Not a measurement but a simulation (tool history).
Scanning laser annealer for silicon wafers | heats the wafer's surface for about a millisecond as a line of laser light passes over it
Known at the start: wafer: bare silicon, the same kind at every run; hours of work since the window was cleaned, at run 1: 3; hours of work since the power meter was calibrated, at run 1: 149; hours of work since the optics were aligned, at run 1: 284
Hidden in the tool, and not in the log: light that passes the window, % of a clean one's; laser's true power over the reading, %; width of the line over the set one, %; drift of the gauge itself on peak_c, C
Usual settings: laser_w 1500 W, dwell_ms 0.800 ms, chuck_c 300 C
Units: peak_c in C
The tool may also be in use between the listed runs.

run	day	laser_w	dwell_ms	chuck_c	hours of work since the window was cleaned	hours of work since the power meter was calibrated	hours of work since the optics were aligned	peak_c
1	0.000	1500	0.800	300	3	149	284	1024
2	0.729	1500	0.800	293	16	161	297	1019
3	1.246	1500	0.800	293	25	171	306	1016
4	2.062	1500	0.800	300	40	185	321	1025
5	2.454	1500	0.800	300	47	192	328	1023
6	3.179	1500	0.591	300	60	205	340	918
7	3.979	1500	0.800	300	74	219	354	1023
8	4.617	1500	0.800	300	85	230	366	1016
9	5.438	1500	0.800	300	99	245	380	1020
10	6.217	1500	0.800	306	113	258	394	1026
11	6.850	1500	0.789	300	124	270	405	1017
12	7.471	1500	0.789	300	135	281	416	1012
13	7.875	1500	0.789	300	143	288	423	1011
14	8.592	1500	0.815	300	155	300	436	1024
15	9.175	1500	0.800	300	166	311	446	1020
16	9.833	1500	0.800	268	177	322	458	983
# day 10.112: optics aligned, line set to its width
17	10.775	1500	0.800	268	190	335	12	979
18	11.204	1500	0.800	268	198	343	19	978
19	11.875	1420	0.800	300	210	355	31	972
20	12.388	1500	0.800	300	219	364	40	1008
# day 13.004: optics aligned, line set to its width, once more
21	13.258	1500	0.800	317	230	375	4	1033
22	13.858	1356	0.925	317	241	386	15	1010
23	14.254	1469	0.594	300	248	393	22	904
24	14.646	1521	0.776	322	255	400	29	1039
25	15.129	1630	0.667	302	263	409	38	1016
26	15.625	1630	0.667	302	272	417	46	1019
27	16.262	1500	0.704	300	283	429	58	971
28	16.888	1456	0.687	299	294	440	69	944
29	17.575	1440	0.970	299	307	452	81	1051
30	18.175	1500	0.740	308	317	462	91	994
31	18.642	1500	0.655	262	325	471	100	904
32	19.183	1500	0.655	262	335	480	109	904
33	19.871	1500	0.717	326	347	492	121	999
34	20.408	1462	0.745	300	357	502	131	966
35	21.121	1462	0.745	313	369	514	143	979
36	21.633	1608	0.800	300	378	523	152	1064
37	22.396	1619	0.800	298	392	537	166	1064
38	22.808	1619	0.800	298	399	544	173	1066
39	23.575	1344	0.964	289	413	558	187	980
# day 23.912: window over the wafer cleaned
40	24.175	1344	0.761	289	5	567	196	919
41	24.688	1490	0.761	289	14	576	205	990

How the hidden state differs across the entries between the runs, from the last listed run before each to the first after it:
Between runs 16 and 17: optics aligned, line set to its width (day 10.112)
  light that passes the window, % of a clean one's: 98.98 -> 98.92; width of the line over the set one, %: 1.22 -> 1.75
  measured less the result without the state, peak_c: -15 -> -17 C
Between runs 20 and 21: optics aligned, line set to its width, once more (day 13.004)
  light that passes the window, % of a clean one's: 98.78 -> 98.72; laser's true power over the reading, %: -0.24 -> -0.25; width of the line over the set one, %: 1.82 -> 0.14
  measured less the result without the state, peak_c: -19 -> -12 C
Between runs 39 and 40: window over the wafer cleaned (day 23.912)
  light that passes the window, % of a clean one's: 97.79 -> 99.92; laser's true power over the reading, %: -0.35 -> -0.36; width of the line over the set one, %: 0.53 -> 0.54
  measured less the result without the state, peak_c: -21 -> -5 C
